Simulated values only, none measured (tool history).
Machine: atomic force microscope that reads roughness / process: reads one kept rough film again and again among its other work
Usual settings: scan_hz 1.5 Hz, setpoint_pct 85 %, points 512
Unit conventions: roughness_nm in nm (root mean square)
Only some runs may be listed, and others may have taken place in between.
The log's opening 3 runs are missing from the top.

run,hour,scan_hz,setpoint_pct,points,roughness_nm
4,49.1,1.5,85,554,1.383
5,63.4,1.5,85,554,1.338
6,74.4,1.5,85,554,1.331
7,95.6,1.5,85,554,1.267
8,110,1.5,85,512,1.243
9,129.7,1.5,85,512,1.197
10,140.7,1.5,85,512,1.195
# hour 151.5: new tip fitted
11,152.9,1.5,85,512,1.528
12,167.9,1.5,85,512,1.488
13,183.4,1.5,85,512,1.432
14,205.9,1.5,85,512,1.392
15,227.3,1.5,85,512,1.32
16,242.3,0.53,85,512,1.344
17,251.6,1.5,85,512,1.282
18,268.5,1.5,85,512,1.237
19,288.3,1.5,85,512,1.183
20,302.9,1.5,85,512,1.16
# hour 307.9: new tip fitted
21,318.3,1.5,85,512,1.504
22,336.7,1.5,85,512,1.443
23,346.9,1.5,85,512,1.428
24,364.3,2.1,85,512,1.351

For run 25, what comes out?
25,386.3,2.1,85,512,?

roughness_nm: 1.307 nm (root mean square)
Had the tool carried no hidden state, the very same run would have given roughness_nm 1.516 nm (root mean square).
